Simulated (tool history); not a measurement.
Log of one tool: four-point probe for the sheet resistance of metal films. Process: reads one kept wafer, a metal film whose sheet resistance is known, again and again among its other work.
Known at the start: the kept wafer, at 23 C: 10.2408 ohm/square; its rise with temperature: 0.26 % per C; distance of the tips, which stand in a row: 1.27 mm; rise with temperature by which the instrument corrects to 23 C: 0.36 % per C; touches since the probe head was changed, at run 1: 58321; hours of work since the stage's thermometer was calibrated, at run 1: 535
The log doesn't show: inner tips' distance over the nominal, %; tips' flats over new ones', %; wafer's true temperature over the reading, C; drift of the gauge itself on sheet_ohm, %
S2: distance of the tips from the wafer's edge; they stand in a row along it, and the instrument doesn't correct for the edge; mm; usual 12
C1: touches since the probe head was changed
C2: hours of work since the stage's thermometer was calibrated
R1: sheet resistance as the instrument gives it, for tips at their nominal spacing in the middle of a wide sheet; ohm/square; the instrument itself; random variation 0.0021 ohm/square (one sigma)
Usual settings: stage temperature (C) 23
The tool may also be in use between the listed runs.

run 1 hour=0.0 | stage_temperature_(C)=23 S2=12 | C1=58321 C2=535 | R1=10.370902
run 2 hour=36.4 | stage_temperature_(C)=23 S2=12 | C1=59713 C2=557 | R1=10.368700
run 3 hour=82.8 | stage_temperature_(C)=23 S2=12 | C1=61487 C2=585 | R1=10.372032
run 4 hour=111.4 | stage_temperature_(C)=23 S2=12 | C1=62578 C2=602 | R1=10.370860
run 5 hour=149.0 | stage_temperature_(C)=23 S2=12 | C1=64016 C2=625 | R1=10.366857
run 6 hour=195.7 | stage_temperature_(C)=23 S2=12 | C1=65802 C2=653 | R1=10.373337
run 7 hour=226.4 | stage_temperature_(C)=35 S2=12 | C1=66973 C2=672 | R1=10.245284
run 8 hour=251.6 | stage_temperature_(C)=35 S2=12 | C1=67938 C2=687 | R1=10.247091
run 9 hour=297.6 | stage_temperature_(C)=35 S2=12 | C1=69695 C2=715 | R1=10.247514
run 10 hour=331.1 | stage_temperature_(C)=35 S2=12 | C1=70975 C2=735 | R1=10.248472
run 11 hour=363.6 | stage_temperature_(C)=35 S2=12 | C1=72220 C2=755 | R1=10.244363
run 12 hour=398.5 | stage_temperature_(C)=35 S2=12 | C1=73552 C2=776 | R1=10.251620
run 13 hour=418.8 | stage_temperature_(C)=35 S2=12 | C1=74330 C2=788 | R1=10.252530
run 14 hour=450.9 | stage_temperature_(C)=23 S2=12 | C1=75557 C2=808 | R1=10.370687
run 15 hour=483.8 | stage_temperature_(C)=23 S2=40 | C1=76813 C2=828 | R1=10.318732
run 16 hour=529.4 | stage_temperature_(C)=23 S2=30 | C1=78555 C2=855 | R1=10.321181
run 17 hour=572.3 | stage_temperature_(C)=20 S2=12 | C1=80197 C2=881 | R1=10.407728
run 18 hour=620.3 | stage_temperature_(C)=27 S2=12 | C1=82030 C2=910 | R1=10.334559
run 19 hour=643.3 | stage_temperature_(C)=27 S2=12 | C1=82911 C2=924 | R1=10.332921
run 20 hour=666.9 | stage_temperature_(C)=23 S2=8 | C1=83812 C2=938 | R1=10.454399
run 21 hour=710.0 | stage_temperature_(C)=23 S2=10 | C1=85462 C2=964 | R1=10.403867
run 22 hour=755.0 | stage_temperature_(C)=23 S2=18 | C1=87182 C2=992 | R1=10.343426
run 23 hour=788.5 | stage_temperature_(C)=23 S2=18 | C1=88461 C2=1012 | R1=10.345066
-- hour=793.4 stage's thermometer calibrated
run 24 hour=820.7 | stage_temperature_(C)=27 S2=6 | C1=89674 C2=17 | R1=10.518327
run 25 hour=851.6 | stage_temperature_(C)=24 S2=8 | C1=90854 C2=35 | R1=10.444180
run 26 hour=899.8 | stage_temperature_(C)=24 S2=6 | C1=92695 C2=64 | R1=10.554010
run 27 hour=922.2 | stage_temperature_(C)=24 S2=6 | C1=93553 C2=78 | R1=10.552674
run 28 hour=961.4 | stage_temperature_(C)=24 S2=6 | C1=95052 C2=102 | R1=10.551005
run 29 hour=992.4 | stage_temperature_(C)=21 S2=36 | C1=96236 C2=120 | R1=10.353048
run 30 hour=1023.5 | stage_temperature_(C)=21 S2=36 | C1=97424 C2=139 | R1=10.348946
-- hour=1037.9 stage's thermometer calibrated, once more
run 31 hour=1050.2 | stage_temperature_(C)=29 S2=5 | C1=98425 C2=7 | R1=10.600158
run 32 hour=1084.7 | stage_temperature_(C)=22 S2=63 | C1=99745 C2=28 | R1=10.329641
run 33 hour=1110.0 | stage_temperature_(C)=25 S2=63 | C1=100711 C2=44 | R1=10.295616
run 34 hour=1138.1 | stage_temperature_(C)=25 S2=63 | C1=101787 C2=61 | R1=10.298179
run 35 hour=1162.8 | stage_temperature_(C)=22 S2=5 | C1=102728 C2=76 | R1=10.671878
run 36 hour=1186.0 | stage_temperature_(C)=22 S2=5 | C1=103617 C2=90 | R1=10.674620
run 37 hour=1208.0 | stage_temperature_(C)=22 S2=5 | C1=104459 C2=103 | R1=10.678692
run 38 hour=1246.4 | stage_temperature_(C)=22 S2=5 | C1=105924 C2=126 | R1=10.681338
run 39 hour=1293.2 | stage_temperature_(C)=27 S2=8 | C1=107713 C2=155 | R1=10.414457
run 40 hour=1324.4 | stage_temperature_(C)=35 S2=8 | C1=108906 C2=173 | R1=10.333309
run 41 hour=1344.1 | stage_temperature_(C)=35 S2=8 | C1=109661 C2=185 | R1=10.333054
run 42 hour=1365.5 | stage_temperature_(C)=30 S2=36 | C1=110477 C2=198 | R1=10.252586
run 43 hour=1396.1 | stage_temperature_(C)=23 S2=18 | C1=111647 C2=217 | R1=10.350186
run 44 hour=1417.2 | stage_temperature_(C)=30 S2=26 | C1=112454 C2=230 | R1=10.262499

How the hidden state differs across the entries between the runs, from the last listed run before each to the first after it:
Between runs 23 and 24: stage's thermometer calibrated (hour 793.4)
  inner tips' distance over the nominal, %: 0.662 -> 0.665; wafer's true temperature over the reading, C: 0.11 -> 0.16
  measured less the result without the state, R1: +0.076467 -> +0.079267 ohm/square
Between runs 30 and 31: stage's thermometer calibrated, once more (hour 1037.9)
  inner tips' distance over the nominal, %: 0.682 -> 0.684; wafer's true temperature over the reading, C: 0.18 -> 0.02
  measured less the result without the state, R1: +0.080757 -> +0.078250 ohm/square

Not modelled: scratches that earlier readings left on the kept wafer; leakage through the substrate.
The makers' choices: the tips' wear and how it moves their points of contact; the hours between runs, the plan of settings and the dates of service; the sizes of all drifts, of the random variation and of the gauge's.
